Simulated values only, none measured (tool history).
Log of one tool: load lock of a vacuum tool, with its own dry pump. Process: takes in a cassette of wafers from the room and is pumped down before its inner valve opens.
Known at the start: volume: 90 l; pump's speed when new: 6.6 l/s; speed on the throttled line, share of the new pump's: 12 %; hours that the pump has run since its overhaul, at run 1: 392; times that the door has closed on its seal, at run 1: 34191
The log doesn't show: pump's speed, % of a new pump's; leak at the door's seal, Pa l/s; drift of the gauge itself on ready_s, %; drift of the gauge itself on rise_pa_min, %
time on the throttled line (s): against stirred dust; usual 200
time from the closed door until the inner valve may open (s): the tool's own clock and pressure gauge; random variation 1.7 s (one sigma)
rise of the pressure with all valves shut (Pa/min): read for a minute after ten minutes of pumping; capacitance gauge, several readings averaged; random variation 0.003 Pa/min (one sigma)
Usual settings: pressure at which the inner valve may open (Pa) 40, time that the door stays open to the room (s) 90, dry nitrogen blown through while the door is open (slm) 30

| run | hour | time on the throttled line (s) | pressure at which the inner valve may open (Pa) | time that the door stays open to the room (s) | dry nitrogen blown through while the door is open (slm) | hours that the pump has run since its overhaul | times that the door has closed on its seal | incoming humidity of the room's air, % | time from the closed door until the inner valve may open (s) | rise of the pressure with all valves shut (Pa/min) |
|---|---|---|---|---|---|---|---|---|---|---|
| 1 | 0.0 | 200 | 40 | 90 | 30 | 392 | 34191 | 45.5 | 282.8 | 0.213 |
| 2 | 430.9 | 200 | 40 | 90 | 30 | 823 | 35976 | 47.4 | 283.5 | 0.228 |
| 3 | 917.0 | 200 | 40 | 90 | 30 | 1309 | 37988 | 45.2 | 285.4 | 0.248 |
| 4 | 1359.9 | 200 | 40 | 90 | 30 | 1752 | 39822 | 45.9 | 286.0 | 0.275 |
| 5 | 1677.7 | 200 | 40 | 90 | 30 | 2070 | 41138 | 48.0 | 284.0 | 0.275 |
| 6 | 2089.9 | 200 | 40 | 90 | 30 | 2482 | 42844 | 44.4 | 286.5 | 0.301 |
| 7 | 2446.0 | 200 | 40 | 90 | 30 | 2838 | 44319 | 46.2 | 286.4 | 0.309 |
| 8 | 2799.8 | 200 | 40 | 90 | 30 | 3192 | 45783 | 45.9 | 287.6 | 0.337 |
| 9 | 3130.0 | 200 | 40 | 90 | 30 | 3522 | 47151 | 49.9 | 283.7 | 0.350 |
| 10 | 3380.2 | 200 | 40 | 90 | 30 | 3772 | 48187 | 42.4 | 291.6 | 0.361 |
| 11 | 3583.6 | 200 | 40 | 90 | 30 | 3976 | 49029 | 42.0 | 288.5 | 0.378 |
| 12 | 4011.9 | 200 | 40 | 90 | 30 | 4404 | 50802 | 44.6 | 292.2 | 0.392 |
| 13 | 4506.3 | 200 | 40 | 90 | 30 | 4898 | 52849 | 46.9 | 290.8 | 0.423 |
| 14 | 4943.3 | 200 | 43 | 90 | 30 | 5335 | 54659 | 42.8 | 292.0 | 0.443 |
|  | 4991.4 | door's seal changed, seat wiped |
| 15 | 5166.0 | 200 | 43 | 71 | 30 | 5557 | 723 | 46.8 | 292.0 | 0.022 |
| 16 | 5582.0 | 200 | 43 | 71 | 30 | 5973 | 2445 | 46.6 | 286.2 | 0.030 |
| 17 | 5873.1 | 200 | 43 | 71 | 30 | 6264 | 3650 | 46.6 | 292.9 | 0.029 |
| 18 | 6092.4 | 200 | 43 | 71 | 30 | 6483 | 4558 | 42.4 | 292.4 | 0.032 |
| 19 | 6510.0 | 200 | 43 | 71 | 6 | 6901 | 6287 | 47.7 | 293.1 | 0.053 |
| 20 | 6979.4 | 200 | 43 | 71 | 6 | 7370 | 8231 | 44.3 | 295.2 | 0.056 |
| 21 | 7292.8 | 123 | 40 | 90 | 30 | 7683 | 9528 | 45.0 | 228.7 | 0.056 |
| 22 | 7561.2 | 329 | 40 | 90 | 24 | 7952 | 10640 | 44.7 | 409.1 | 0.063 |
| 23 | 7953.0 | 255 | 40 | 116 | 30 | 8344 | 12262 | 46.0 | 341.4 | 0.070 |
| 24 | 8191.2 | 200 | 63 | 90 | 30 | 8582 | 13248 | 47.8 | 288.7 | 0.075 |
| 25 | 8464.5 | 200 | 63 | 90 | 30 | 8855 | 14379 | 43.6 | 289.0 | 0.073 |
| 26 | 8731.9 | 200 | 63 | 45 | 30 | 9122 | 15487 | 42.9 | 289.5 | 0.072 |
| 27 | 9210.1 | 200 | 63 | 45 | 30 | 9601 | 17467 | 47.5 | 291.9 | 0.087 |
| 28 | 9543.3 | 236 | 30 | 89 | 14 | 9934 | 18846 | 42.1 | 336.6 | 0.106 |
| 29 | 9939.8 | 236 | 61 | 186 | 14 | 10330 | 20488 | 47.0 | 324.8 | 0.128 |
| 30 | 10204.9 | 236 | 61 | 186 | 14 | 10595 | 21585 | 41.8 | 325.1 | 0.133 |
| 31 | 10486.5 | 310 | 43 | 43 | 9 | 10877 | 22752 | 47.2 | 400.5 | 0.126 |
| 32 | 10754.7 | 110 | 40 | 90 | 30 | 11145 | 23862 | 41.5 | 226.7 | 0.128 |
| 33 | 11050.1 | 248 | 44 | 90 | 30 | 11441 | 25085 | 43.5 | 341.9 | 0.144 |
| 34 | 11411.6 | 248 | 37 | 58 | 30 | 11802 | 26582 | 45.0 | 345.0 | 0.146 |
| 35 | 11693.3 | 248 | 37 | 55 | 25 | 12084 | 27748 | 41.2 | 347.9 | 0.159 |
| 36 | 12035.3 | 343 | 31 | 107 | 6 | 12426 | 29164 | 47.4 | 428.5 | 0.193 |

Hidden state at the last listed run before each entry between runs and at the first one after, where it differs:
Between runs 14 and 15: door's seal changed, seat wiped (hour 4991.4)
  pump's speed, % of a new pump's: 90.8 -> 90.4; leak at the door's seal, Pa l/s: 0.6377 -> 0.004
  measured less the result without the state, time from the closed door until the inner valve may open (s): +8.4 -> +8.8; rise of the pressure with all valves shut (Pa/min): +0.427 -> +0.001
